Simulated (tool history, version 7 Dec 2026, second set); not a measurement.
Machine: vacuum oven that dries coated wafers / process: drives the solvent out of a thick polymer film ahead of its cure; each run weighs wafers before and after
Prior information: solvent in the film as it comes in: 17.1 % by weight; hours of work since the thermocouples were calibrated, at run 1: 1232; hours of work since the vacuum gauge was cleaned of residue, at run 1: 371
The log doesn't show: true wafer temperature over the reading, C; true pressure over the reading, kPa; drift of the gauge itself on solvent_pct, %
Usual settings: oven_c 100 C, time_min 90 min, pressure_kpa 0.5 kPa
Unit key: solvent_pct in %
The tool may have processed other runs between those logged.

run,hour,oven_c,time_min,pressure_kpa,hours of work since the thermocouples were calibrated,hours of work since the vacuum gauge was cleaned of residue,solvent_pct
1,0,100,90,0.5,1232,371,0.95
2,52.8,100,90,0.5,1264,403,0.97
# hour 72.7: oven's thermocouples calibrated
3,92.7,100,90,0.5,12,426,0.9
4,131.1,100,90,0.5,36,450,0.89
5,165.1,100,90,0.5,56,470,0.88
6,230.5,100,90,0.5,96,510,0.88
7,284.7,100,90,0.332,129,543,0.79
8,327.2,100,90,0.5,155,569,0.87
9,372,100,64,0.5,182,596,1.74
10,408.8,100,90,0.5,204,618,0.87
# hour 448.6: oven's thermocouples calibrated, once more
11,464.3,100,55,0.5,10,651,3.01
12,529.5,100,90,0.5,49,690,1.29
13,595.1,100,90,0.958,89,730,1.53
14,640.1,100,90,1.16,116,758,1.61
15,701.1,100,90,1.16,153,795,1.61
16,750.7,96,90,0.5,184,825,1.92
17,794.8,112,90,0.5,210,852,0.37
18,839.5,112,90,0.5,237,879,0.33
19,880,112,90,0.751,262,903,0.44
20,919.3,87,82,1.922,286,927,5.3
21,959,87,82,1.922,310,951,5.3
22,1016.9,87,82,0.545,345,986,4.46
23,1048.8,89,91,1.305,365,1006,3.87
24,1083.8,89,91,1.305,386,1027,3.88
25,1121.3,111,111,0.445,409,1050,0.3
26,1175.9,91,141,0.445,442,1083,1.41
27,1233.5,102,76,0.346,477,1118,1.35
28,1301.5,102,76,0.346,518,1159,1.34
29,1352.4,96,110,0.252,549,1190,1.16
30,1413.9,107,152,0.5,586,1228,0.34
31,1460.8,107,152,0.5,615,1256,0.33
32,1511.4,99,90,0.5,646,1287,1.36
33,1556.2,99,90,0.5,673,1314,1.33
34,1597.8,91,83,1.588,698,1339,3.81
35,1657.7,106,139,0.786,734,1376,0.49
36,1696.6,96,56,0.506,758,1399,3.68
37,1726.7,115,95,0.506,776,1418,0.26
38,1758.7,100,49,0.624,796,1437,3.36

Each row is a separate what-if for the run after 38, all from the same tool condition, not one after another. Results?
A,1796.3,101,49,0.41,819,1460,?
B,1796.3,112,49,0.624,819,1460,?
C,1796.3,112,45,0.445,819,1460,?
D,1796.3,110,123,1.507,819,1460,?

run,solvent_pct
A,3.01
B,1.16
C,1.3
D,0.69
Without the tool's unlogged condition, the same runs would have read:
run,solvent_pct
A,3.24
B,1.25
C,1.42
D,0.6
